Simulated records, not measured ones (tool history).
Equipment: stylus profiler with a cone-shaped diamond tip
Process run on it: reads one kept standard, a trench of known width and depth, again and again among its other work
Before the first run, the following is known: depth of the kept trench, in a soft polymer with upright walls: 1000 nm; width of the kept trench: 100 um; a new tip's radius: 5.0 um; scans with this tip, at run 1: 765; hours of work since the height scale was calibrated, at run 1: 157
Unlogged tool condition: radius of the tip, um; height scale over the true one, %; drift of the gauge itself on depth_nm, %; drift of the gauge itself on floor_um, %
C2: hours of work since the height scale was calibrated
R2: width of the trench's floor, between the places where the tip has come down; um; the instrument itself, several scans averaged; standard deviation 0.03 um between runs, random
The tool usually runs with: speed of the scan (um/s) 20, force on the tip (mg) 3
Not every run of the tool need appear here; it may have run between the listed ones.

{"run": 1, "hour": 0.0, "speed of the scan (um/s)": 20, "force on the tip (mg)": 3, "scans with this tip": 765, "C2": 157, "depth of the trench (nm)": 1018.84, "R2": 93.69}
{"run": 2, "hour": 10.5, "speed of the scan (um/s)": 20, "force on the tip (mg)": 3, "scans with this tip": 788, "C2": 161, "depth of the trench (nm)": 1019.22, "R2": 93.61}
{"run": 3, "hour": 21.4, "speed of the scan (um/s)": 20, "force on the tip (mg)": 3, "scans with this tip": 812, "C2": 166, "depth of the trench (nm)": 1019.61, "R2": 93.67}
{"run": 4, "hour": 32.5, "speed of the scan (um/s)": 20, "force on the tip (mg)": 3, "scans with this tip": 836, "C2": 171, "depth of the trench (nm)": 1019.18, "R2": 93.65}
{"run": 5, "hour": 42.4, "speed of the scan (um/s)": 20, "force on the tip (mg)": 3.22, "scans with this tip": 858, "C2": 175, "depth of the trench (nm)": 1020.33, "R2": 93.59}
{"run": 6, "hour": 49.9, "speed of the scan (um/s)": 20, "force on the tip (mg)": 3.22, "scans with this tip": 874, "C2": 179, "depth of the trench (nm)": 1019.89, "R2": 93.62}
{"run": 7, "hour": 61.7, "speed of the scan (um/s)": 20, "force on the tip (mg)": 3.22, "scans with this tip": 900, "C2": 184, "depth of the trench (nm)": 1020.13, "R2": 93.64}
{"run": 8, "hour": 76.8, "speed of the scan (um/s)": 6, "force on the tip (mg)": 3, "scans with this tip": 933, "C2": 191, "depth of the trench (nm)": 1019.32, "R2": 93.66}
{"run": 9, "hour": 91.2, "speed of the scan (um/s)": 6, "force on the tip (mg)": 3, "scans with this tip": 964, "C2": 197, "depth of the trench (nm)": 1018.99, "R2": 93.67}
{"run": 10, "hour": 101.8, "speed of the scan (um/s)": 6, "force on the tip (mg)": 3, "scans with this tip": 987, "C2": 202, "depth of the trench (nm)": 1019.48, "R2": 93.71}
{"run": 11, "hour": 115.9, "speed of the scan (um/s)": 6, "force on the tip (mg)": 3, "scans with this tip": 1018, "C2": 208, "depth of the trench (nm)": 1019.41, "R2": 93.7}
{"run": 12, "hour": 128.4, "speed of the scan (um/s)": 16, "force on the tip (mg)": 3, "scans with this tip": 1045, "C2": 214, "depth of the trench (nm)": 1019.52, "R2": 93.65}
{"run": 13, "hour": 137.4, "speed of the scan (um/s)": 16, "force on the tip (mg)": 3, "scans with this tip": 1065, "C2": 218, "depth of the trench (nm)": 1019.42, "R2": 93.67}
{"run": 14, "hour": 144.3, "speed of the scan (um/s)": 20, "force on the tip (mg)": 3, "scans with this tip": 1080, "C2": 221, "depth of the trench (nm)": 1019.49, "R2": 93.65}
{"run": 15, "hour": 153.6, "speed of the scan (um/s)": 20, "force on the tip (mg)": 3, "scans with this tip": 1100, "C2": 225, "depth of the trench (nm)": 1019.56, "R2": 93.57}
{"run": 16, "hour": 163.0, "speed of the scan (um/s)": 20, "force on the tip (mg)": 3, "scans with this tip": 1121, "C2": 229, "depth of the trench (nm)": 1019.7, "R2": 93.59}
{"run": 17, "hour": 173.4, "speed of the scan (um/s)": 18, "force on the tip (mg)": 7.27, "scans with this tip": 1144, "C2": 234, "depth of the trench (nm)": 1034.2, "R2": 93.61}
{"hour": 174.7, "done": "height scale calibrated on a step standard"}
{"run": 18, "hour": 183.6, "speed of the scan (um/s)": 18, "force on the tip (mg)": 7.27, "scans with this tip": 1165, "C2": 4, "depth of the trench (nm)": 1035.03, "R2": 93.61}
{"run": 19, "hour": 190.2, "speed of the scan (um/s)": 15, "force on the tip (mg)": 1.59, "scans with this tip": 1179, "C2": 7, "depth of the trench (nm)": 1013.49, "R2": 93.53}
{"run": 20, "hour": 196.4, "speed of the scan (um/s)": 15, "force on the tip (mg)": 1.1, "scans with this tip": 1193, "C2": 10, "depth of the trench (nm)": 1011, "R2": 93.56}
{"run": 21, "hour": 209.6, "speed of the scan (um/s)": 22, "force on the tip (mg)": 6.23, "scans with this tip": 1222, "C2": 16, "depth of the trench (nm)": 1032.14, "R2": 93.58}
{"run": 22, "hour": 218.6, "speed of the scan (um/s)": 16, "force on the tip (mg)": 8.7, "scans with this tip": 1241, "C2": 20, "depth of the trench (nm)": 1039.46, "R2": 93.6}
{"run": 23, "hour": 225.3, "speed of the scan (um/s)": 16, "force on the tip (mg)": 8.7, "scans with this tip": 1256, "C2": 23, "depth of the trench (nm)": 1038.87, "R2": 93.61}
{"run": 24, "hour": 234.0, "speed of the scan (um/s)": 44, "force on the tip (mg)": 2.04, "scans with this tip": 1275, "C2": 26, "depth of the trench (nm)": 1016.39, "R2": 93.41}
{"run": 25, "hour": 245.1, "speed of the scan (um/s)": 44, "force on the tip (mg)": 2.04, "scans with this tip": 1299, "C2": 31, "depth of the trench (nm)": 1015.96, "R2": 93.37}
{"run": 26, "hour": 252.1, "speed of the scan (um/s)": 40, "force on the tip (mg)": 3.9, "scans with this tip": 1314, "C2": 34, "depth of the trench (nm)": 1023.66, "R2": 93.46}
{"run": 27, "hour": 262.6, "speed of the scan (um/s)": 52, "force on the tip (mg)": 3.9, "scans with this tip": 1337, "C2": 39, "depth of the trench (nm)": 1023.71, "R2": 93.43}
{"hour": 265.6, "done": "height scale calibrated on a step standard, once more"}
{"run": 28, "hour": 271.8, "speed of the scan (um/s)": 52, "force on the tip (mg)": 3.9, "scans with this tip": 1356, "C2": 3, "depth of the trench (nm)": 1021.7, "R2": 93.43}
{"run": 29, "hour": 282.0, "speed of the scan (um/s)": 18, "force on the tip (mg)": 1.38, "scans with this tip": 1378, "C2": 7, "depth of the trench (nm)": 1010.44, "R2": 93.53}
{"run": 30, "hour": 291.3, "speed of the scan (um/s)": 15, "force on the tip (mg)": 6.42, "scans with this tip": 1399, "C2": 11, "depth of the trench (nm)": 1030.43, "R2": 93.55}
{"run": 31, "hour": 306.0, "speed of the scan (um/s)": 43, "force on the tip (mg)": 1.15, "scans with this tip": 1431, "C2": 18, "depth of the trench (nm)": 1009.65, "R2": 93.24}
{"run": 32, "hour": 316.7, "speed of the scan (um/s)": 43, "force on the tip (mg)": 1.15, "scans with this tip": 1454, "C2": 23, "depth of the trench (nm)": 1009.83, "R2": 93.31}

Forecast each of these 3 alternatives for the next run:
{"run": "A", "hour": 327.0, "speed of the scan (um/s)": 61, "force on the tip (mg)": 5.67, "scans with this tip": 1476, "C2": 27, "depth of the trench (nm)": "?", "R2": "?"}
{"run": "B", "hour": 327.0, "speed of the scan (um/s)": 14, "force on the tip (mg)": 5.07, "scans with this tip": 1476, "C2": 27, "depth of the trench (nm)": "?", "R2": "?"}
{"run": "C", "hour": 327.0, "speed of the scan (um/s)": 48, "force on the tip (mg)": 1.68, "scans with this tip": 1476, "C2": 27, "depth of the trench (nm)": "?", "R2": "?"}

run=A depth_of_the_trench_(nm)=1027.36 R2=93.43
run=B depth_of_the_trench_(nm)=1025.94 R2=93.51
run=C depth_of_the_trench_(nm)=1012.77 R2=93.34
Take away the tool's hidden state, keep each run's random variation, and the runs would have read:
run=A depth_of_the_trench_(nm)=1027.46 R2=93.83
run=B depth_of_the_trench_(nm)=1026.04 R2=93.9
run=C depth_of_the_trench_(nm)=1012.87 R2=93.74
